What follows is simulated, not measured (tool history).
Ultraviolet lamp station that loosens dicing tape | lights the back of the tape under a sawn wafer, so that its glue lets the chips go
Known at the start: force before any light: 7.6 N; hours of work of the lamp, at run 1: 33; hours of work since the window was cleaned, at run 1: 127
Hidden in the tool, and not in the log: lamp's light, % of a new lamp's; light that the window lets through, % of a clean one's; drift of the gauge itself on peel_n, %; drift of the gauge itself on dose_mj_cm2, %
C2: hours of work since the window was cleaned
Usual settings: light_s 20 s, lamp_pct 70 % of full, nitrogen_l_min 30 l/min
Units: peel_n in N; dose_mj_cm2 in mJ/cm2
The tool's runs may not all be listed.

run 1 day=0 | light_s=20 lamp_pct=70 nitrogen_l_min=30 | hours_of_work_of_the_lamp=33 C2=127 | peel_n=0.623 dose_mj_cm2=363
run 2 day=0.929 | light_s=20 lamp_pct=70 nitrogen_l_min=30 | hours_of_work_of_the_lamp=46 C2=140 | peel_n=0.627 dose_mj_cm2=365
run 3 day=2.075 | light_s=20 lamp_pct=70 nitrogen_l_min=30 | hours_of_work_of_the_lamp=63 C2=157 | peel_n=0.61 dose_mj_cm2=353
run 4 day=3.071 | light_s=20 lamp_pct=70 nitrogen_l_min=30 | hours_of_work_of_the_lamp=77 C2=172 | peel_n=0.628 dose_mj_cm2=354
run 5 day=4.096 | light_s=20 lamp_pct=70 nitrogen_l_min=30 | hours_of_work_of_the_lamp=92 C2=187 | peel_n=0.649 dose_mj_cm2=350
run 6 day=4.825 | light_s=20 lamp_pct=62 nitrogen_l_min=30 | hours_of_work_of_the_lamp=103 C2=197 | peel_n=0.834 dose_mj_cm2=306
run 7 day=5.333 | light_s=20 lamp_pct=62 nitrogen_l_min=30 | hours_of_work_of_the_lamp=111 C2=205 | peel_n=0.884 dose_mj_cm2=308
run 8 day=6.454 | light_s=20 lamp_pct=62 nitrogen_l_min=30 | hours_of_work_of_the_lamp=127 C2=221 | peel_n=0.893 dose_mj_cm2=306
run 9 day=7.533 | light_s=20 lamp_pct=62 nitrogen_l_min=30 | hours_of_work_of_the_lamp=143 C2=237 | peel_n=0.889 dose_mj_cm2=301
run 10 day=8.408 | light_s=20 lamp_pct=70 nitrogen_l_min=30 | hours_of_work_of_the_lamp=156 C2=250 | peel_n=0.692 dose_mj_cm2=338
run 11 day=9.183 | light_s=20 lamp_pct=77 nitrogen_l_min=30 | hours_of_work_of_the_lamp=167 C2=261 | peel_n=0.581 dose_mj_cm2=374
run 12 day=9.742 | light_s=20 lamp_pct=77 nitrogen_l_min=30 | hours_of_work_of_the_lamp=175 C2=269 | peel_n=0.597 dose_mj_cm2=369
run 13 day=10.871 | light_s=20 lamp_pct=77 nitrogen_l_min=30 | hours_of_work_of_the_lamp=192 C2=286 | peel_n=0.614 dose_mj_cm2=359
run 14 day=11.488 | light_s=17 lamp_pct=77 nitrogen_l_min=40 | hours_of_work_of_the_lamp=201 C2=295 | peel_n=0.723 dose_mj_cm2=308
run 15 day=12.321 | light_s=13 lamp_pct=79 nitrogen_l_min=27 | hours_of_work_of_the_lamp=213 C2=307 | peel_n=1.393 dose_mj_cm2=238
run 16 day=13.088 | light_s=13 lamp_pct=79 nitrogen_l_min=27 | hours_of_work_of_the_lamp=224 C2=318 | peel_n=1.414 dose_mj_cm2=239
run 17 day=13.808 | light_s=13 lamp_pct=70 nitrogen_l_min=27 | hours_of_work_of_the_lamp=235 C2=329 | peel_n=1.674 dose_mj_cm2=210
run 18 day=14.588 | light_s=33 lamp_pct=70 nitrogen_l_min=11 | hours_of_work_of_the_lamp=246 C2=340 | peel_n=0.589 dose_mj_cm2=528
run 19 day=15.738 | light_s=20 lamp_pct=61 nitrogen_l_min=42 | hours_of_work_of_the_lamp=263 C2=357 | peel_n=0.885 dose_mj_cm2=274
run 20 day=16.904 | light_s=13 lamp_pct=63 nitrogen_l_min=20 | hours_of_work_of_the_lamp=280 C2=374 | peel_n=2.323 dose_mj_cm2=181
run 21 day=17.579 | light_s=19 lamp_pct=70 nitrogen_l_min=24 | hours_of_work_of_the_lamp=290 C2=384 | peel_n=1.027 dose_mj_cm2=297
run 22 day=18.15 | light_s=23 lamp_pct=78 nitrogen_l_min=11 | hours_of_work_of_the_lamp=298 C2=392 | peel_n=0.965 dose_mj_cm2=395
run 23 day=19.246 | light_s=20 lamp_pct=70 nitrogen_l_min=19 | hours_of_work_of_the_lamp=314 C2=408 | peel_n=1.137 dose_mj_cm2=310
run 24 day=20.246 | light_s=20 lamp_pct=81 nitrogen_l_min=13 | hours_of_work_of_the_lamp=329 C2=423 | peel_n=1.079 dose_mj_cm2=351

Forecast each of these 4 alternatives for the next run:
run A day=21.271 | light_s=17 lamp_pct=70 nitrogen_l_min=30 | hours_of_work_of_the_lamp=344 C2=438 | peel_n=? dose_mj_cm2=?
run B day=21.271 | light_s=11 lamp_pct=82 nitrogen_l_min=48 | hours_of_work_of_the_lamp=344 C2=438 | peel_n=? dose_mj_cm2=?
run C day=21.271 | light_s=33 lamp_pct=70 nitrogen_l_min=13 | hours_of_work_of_the_lamp=344 C2=438 | peel_n=? dose_mj_cm2=?
run D day=21.271 | light_s=20 lamp_pct=81 nitrogen_l_min=28 | hours_of_work_of_the_lamp=344 C2=438 | peel_n=? dose_mj_cm2=?

run=A peel_n=1.187 dose_mj_cm2=258
run=B peel_n=1.48 dose_mj_cm2=194
run=C peel_n=0.572 dose_mj_cm2=499
run=D peel_n=0.692 dose_mj_cm2=350
Without the tool's hidden state the same runs would have given:
run=A peel_n=0.746 dose_mj_cm2=332
run=B peel_n=0.968 dose_mj_cm2=250
run=C peel_n=0.348 dose_mj_cm2=643
run=D peel_n=0.416 dose_mj_cm2=451
